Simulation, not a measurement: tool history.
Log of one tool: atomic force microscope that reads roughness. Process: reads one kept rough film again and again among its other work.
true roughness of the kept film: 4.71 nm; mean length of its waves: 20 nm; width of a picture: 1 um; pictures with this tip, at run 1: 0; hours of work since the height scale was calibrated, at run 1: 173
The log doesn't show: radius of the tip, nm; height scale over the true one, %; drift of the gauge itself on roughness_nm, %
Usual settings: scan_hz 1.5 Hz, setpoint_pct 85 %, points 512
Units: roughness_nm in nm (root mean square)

run   hour  scan_hz  setpoint_pct  points  pictures with this tip  hours of work since the height scale was calibrated  roughness_nm
  1      0      1.5            85     512                       0                                                  173         2.774
  2   14.6      1.5            85     630                      21                                                  184          2.68
  3   29.7     1.03            85     512                      42                                                  195         2.709
  4   42.4     1.03            85     512                      59                                                  204         2.652
  5   56.4      1.5            85     305                      79                                                  214         2.446
  6   67.5      1.5            85     512                      94                                                  222         2.428
  7   81.9      1.5            85     512                     114                                                  233         2.381
  8   93.9     1.19            85     512                     131                                                  242         2.393
  9  102.9     3.08            85     512                     143                                                  248         2.055
 10  116.9     3.08            85     512                     162                                                  258         2.008
 11  128.5     3.08            85     512                     179                                                  267         1.955
 12  141.7     3.08            85     512                     197                                                  277         1.904
 13    156     3.08            85     512                     217                                                  287         1.882
 14  168.7     3.08            85     512                     234                                                  296         1.844
 15  183.2      1.5            85     512                     255                                                  307          2.05
 16  193.8      1.5            85     512                     269                                                  314         2.008
 17  207.7      1.5            85     512                     288                                                  325         1.956
 18  220.6      1.5            85     512                     306                                                  334         1.937
 19  235.7      1.5            85     512                     327                                                  345         1.892
 20  245.3      1.5            85     337                     341                                                  352         1.848
 21  252.6      1.5            85     337                     351                                                  357         1.824
 22  263.3      1.5            85     841                     365                                                  365          1.83
 23  272.1      1.5            85     841                     378                                                  372         1.818
     277.5  -- new tip fitted
 24  279.6      1.5            85     841                       2                                                  377         2.724
 25  288.5      1.5            85     841                      15                                                  383         2.666
 26  296.8     2.52            84     512                      26                                                  389         2.424
     298.9  -- height scale calibrated on a step standard
 27  306.3      1.5            57     949                      38                                                    5         2.864
 28  321.3      1.5            57     949                      59                                                   16         2.754
 29  334.8     1.84            85     512                      78                                                   26         2.363
 30  341.2     1.84            85     512                      86                                                   31         2.361
 31  348.6      1.5            78     818                      97                                                   36         2.487
 32  364.1      1.5            78     818                     118                                                   47         2.432
 33  374.2      1.5            78     818                     132                                                   55         2.362
     377.7  -- height scale calibrated on a step standard, once more
 34  387.9      1.5            78     818                     150                                                    7         2.343
 35  394.9     1.54            64     818                     160                                                   13         2.444
 36  406.1     0.89            57     512                     175                                                   21         2.447
 37  413.6     0.58            74     812                     185                                                   26         2.418
 38  424.5     0.58            74     812                     201                                                   34         2.391
 39  437.3     3.38            62     474                     218                                                   43         2.193
 40  445.3     1.84            75     705                     229                                                   49          2.15
 41  459.7     0.85            55     512                     249                                                   60         2.281
 42  471.8     1.38            55     315                     266                                                   69         2.191

Hidden state at the last listed run before each entry between runs and at the first one after, where it differs:
Between runs 23 and 24: new tip fitted (hour 277.5)
  radius of the tip, nm: 26.9 -> 11.1; height scale over the true one, %: -0.62 -> -0.63
  measured less the result without the state, roughness_nm: -0.996 -> -0.113 nm (root mean square)
Between runs 26 and 27: height scale calibrated on a step standard (hour 298.9)
  radius of the tip, nm: 12.1 -> 12.7; height scale over the true one, %: -0.65 -> -0.82
  measured less the result without the state, roughness_nm: -0.181 -> -0.269 nm (root mean square)
Between runs 33 and 34: height scale calibrated on a step standard, once more (hour 377.7)
  radius of the tip, nm: 16.8 -> 17.5; height scale over the true one, %: -0.9 -> -0.06
  measured less the result without the state, roughness_nm: -0.535 -> -0.561 nm (root mean square)
